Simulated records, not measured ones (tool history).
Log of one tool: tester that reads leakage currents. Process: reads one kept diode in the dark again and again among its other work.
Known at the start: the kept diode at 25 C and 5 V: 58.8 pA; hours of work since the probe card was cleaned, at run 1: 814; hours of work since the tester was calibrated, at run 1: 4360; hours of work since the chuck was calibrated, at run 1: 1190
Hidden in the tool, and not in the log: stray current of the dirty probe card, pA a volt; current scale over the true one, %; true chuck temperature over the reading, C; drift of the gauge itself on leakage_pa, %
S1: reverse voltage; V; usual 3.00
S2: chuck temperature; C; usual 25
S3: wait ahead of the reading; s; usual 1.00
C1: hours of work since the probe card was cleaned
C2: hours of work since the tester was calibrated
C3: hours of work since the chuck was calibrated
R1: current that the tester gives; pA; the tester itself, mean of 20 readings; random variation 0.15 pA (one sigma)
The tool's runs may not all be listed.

run 1 hour=0.0 | S1=3.00 S2=25 S3=1.00 | C1=814 C2=4360 C3=1190 | R1=51.79
run 2 hour=127.6 | S1=3.00 S2=25 S3=1.00 | C1=895 C2=4441 C3=1271 | R1=52.12
run 3 hour=252.2 | S1=3.00 S2=25 S3=1.00 | C1=974 C2=4520 C3=1350 | R1=53.09
-- hour=373.7 chuck's temperature calibrated
run 4 hour=428.1 | S1=3.00 S2=25 S3=1.00 | C1=1084 C2=4631 C3=35 | R1=54.98
run 5 hour=512.2 | S1=3.00 S2=25 S3=1.00 | C1=1137 C2=4684 C3=88 | R1=55.53
run 6 hour=668.8 | S1=3.00 S2=25 S3=1.00 | C1=1236 C2=4783 C3=187 | R1=55.82
-- hour=756.5 probe card cleaned and baked
run 7 hour=764.5 | S1=3.00 S2=55 S3=1.00 | C1=5 C2=4842 C3=246 | R1=384.97
run 8 hour=944.7 | S1=3.00 S2=55 S3=1.00 | C1=119 C2=4956 C3=360 | R1=384.72
run 9 hour=1039.6 | S1=3.00 S2=25 S3=1.00 | C1=180 C2=5016 C3=420 | R1=49.30
run 10 hour=1152.2 | S1=3.00 S2=25 S3=1.00 | C1=251 C2=5088 C3=492 | R1=49.41
run 11 hour=1320.8 | S1=3.00 S2=38 S3=1.00 | C1=358 C2=5195 C3=599 | R1=125.41
run 12 hour=1491.3 | S1=3.00 S2=38 S3=1.00 | C1=466 C2=5303 C3=707 | R1=125.58
run 13 hour=1633.2 | S1=3.00 S2=38 S3=1.00 | C1=556 C2=5393 C3=797 | R1=125.56
run 14 hour=1720.3 | S1=3.00 S2=38 S3=9.91 | C1=611 C2=5448 C3=852 | R1=125.63
run 15 hour=1854.3 | S1=3.00 S2=25 S3=1.00 | C1=696 C2=5533 C3=937 | R1=51.78
run 16 hour=1964.9 | S1=3.00 S2=25 S3=1.00 | C1=766 C2=5603 C3=1007 | R1=51.88
run 17 hour=2068.5 | S1=3.00 S2=25 S3=1.00 | C1=832 C2=5669 C3=1073 | R1=52.30
-- hour=2163.0 tester calibrated
run 18 hour=2253.1 | S1=3.00 S2=25 S3=1.20 | C1=948 C2=57 C3=1188 | R1=53.95
run 19 hour=2345.1 | S1=3.00 S2=25 S3=1.00 | C1=1006 C2=115 C3=1247 | R1=53.89
run 20 hour=2465.4 | S1=3.00 S2=25 S3=1.00 | C1=1082 C2=192 C3=1323 | R1=54.36
run 21 hour=2557.8 | S1=3.00 S2=25 S3=1.00 | C1=1141 C2=250 C3=1382 | R1=54.92
-- hour=2628.0 chuck's temperature calibrated
run 22 hour=2686.7 | S1=3.00 S2=55 S3=5.88 | C1=1221 C2=331 C3=37 | R1=406.16
-- hour=2803.1 probe card cleaned and baked
run 23 hour=2853.0 | S1=3.00 S2=24 S3=1.00 | C1=32 C2=434 C3=141 | R1=46.07
-- hour=2864.7 tester calibrated, once more
run 24 hour=2949.2 | S1=2.24 S2=53 S3=0.52 | C1=91 C2=54 C3=200 | R1=293.90
run 25 hour=3074.4 | S1=19.38 S2=23 S3=1.00 | C1=171 C2=133 C3=280 | R1=102.32
run 26 hour=3216.5 | S1=19.38 S2=23 S3=1.00 | C1=261 C2=223 C3=370 | R1=105.86
run 27 hour=3309.9 | S1=2.03 S2=56 S3=1.00 | C1=320 C2=282 C3=429 | R1=340.53
run 28 hour=3416.8 | S1=2.03 S2=56 S3=1.00 | C1=388 C2=350 C3=497 | R1=341.28
run 29 hour=3569.8 | S1=11.77 S2=20 S3=1.70 | C1=485 C2=447 C3=594 | R1=70.95
run 30 hour=3656.5 | S1=10.02 S2=25 S3=1.00 | C1=540 C2=502 C3=649 | R1=92.55
run 31 hour=3804.4 | S1=3.00 S2=57 S3=4.07 | C1=634 C2=596 C3=743 | R1=429.52
run 32 hour=3973.4 | S1=1.95 S2=33 S3=1.00 | C1=741 C2=703 C3=850 | R1=72.40
run 33 hour=4159.3 | S1=8.55 S2=24 S3=1.00 | C1=859 C2=821 C3=968 | R1=84.81
run 34 hour=4338.7 | S1=1.65 S2=24 S3=8.19 | C1=972 C2=935 C3=1081 | R1=35.78
run 35 hour=4427.1 | S1=1.65 S2=24 S3=8.19 | C1=1028 C2=991 C3=1138 | R1=36.12
run 36 hour=4548.2 | S1=12.08 S2=29 S3=8.19 | C1=1105 C2=1067 C3=1214 | R1=142.63
run 37 hour=4734.0 | S1=12.08 S2=21 S3=8.19 | C1=1223 C2=1185 C3=1332 | R1=92.80
run 38 hour=4833.1 | S1=2.21 S2=25 S3=0.68 | C1=1286 C2=1248 C3=1395 | R1=46.04
-- hour=4851.0 probe card cleaned and baked
-- hour=4884.8 chuck's temperature calibrated
run 39 hour=5030.1 | S1=2.51 S2=27 S3=3.50 | C1=112 C2=1370 C3=92 | R1=51.00

Hidden state at the last listed run before each entry between runs and at the first one after, where it differs:
Between runs 3 and 4: chuck's temperature calibrated (hour 373.7)
  stray current of the dirty probe card, pA a volt: 2.047 -> 2.266; current scale over the true one, %: 2.38 -> 2.42; true chuck temperature over the reading, C: -0.61 -> -0.12
  measured less the result without the state, R1: +5.19 -> +7.57 pA
Between runs 6 and 7: probe card cleaned and baked (hour 756.5)
  stray current of the dirty probe card, pA a volt: 2.587 -> 0.035; current scale over the true one, %: 2.49 -> 2.52; true chuck temperature over the reading, C: -0.19 -> -0.21
  measured less the result without the state, R1: +8.37 -> +4.40 pA
Between runs 17 and 18: tester calibrated (hour 2163.0)
  stray current of the dirty probe card, pA a volt: 1.795 -> 2.042; current scale over the true one, %: 2.89 -> 4.49; true chuck temperature over the reading, C: -0.55 -> -0.6
  measured less the result without the state, R1: +4.84 -> +6.27 pA
Between runs 21 and 22: chuck's temperature calibrated (hour 2628.0)
  stray current of the dirty probe card, pA a volt: 2.45 -> 2.615; current scale over the true one, %: 4.57 -> 4.61; true chuck temperature over the reading, C: -0.68 -> 0.01
  measured less the result without the state, R1: +7.31 -> +25.89 pA
Between runs 22 and 23: probe card cleaned and baked (hour 2803.1)
  stray current of the dirty probe card, pA a volt: 2.615 -> 0.096; current scale over the true one, %: 4.61 -> 4.66; true chuck temperature over the reading, C: 0.01 -> -0.04
  measured less the result without the state, R1: +25.89 -> +2.14 pA
Between runs 23 and 24: tester calibrated, once more (hour 2864.7)
  stray current of the dirty probe card, pA a volt: 0.096 -> 0.233; current scale over the true one, %: 4.66 -> 0.03; true chuck temperature over the reading, C: -0.04 -> -0.07
  measured less the result without the state, R1: +2.14 -> -0.66 pA
Between runs 38 and 39: probe card cleaned and baked (hour 4851.0); chuck's temperature calibrated (hour 4884.8)
  stray current of the dirty probe card, pA a volt: 2.735 -> 0.263; current scale over the true one, %: 0.57 -> 0.63; true chuck temperature over the reading, C: -0.56 -> -0.14
  measured less the result without the state, R1: +4.52 -> +0.41 pA
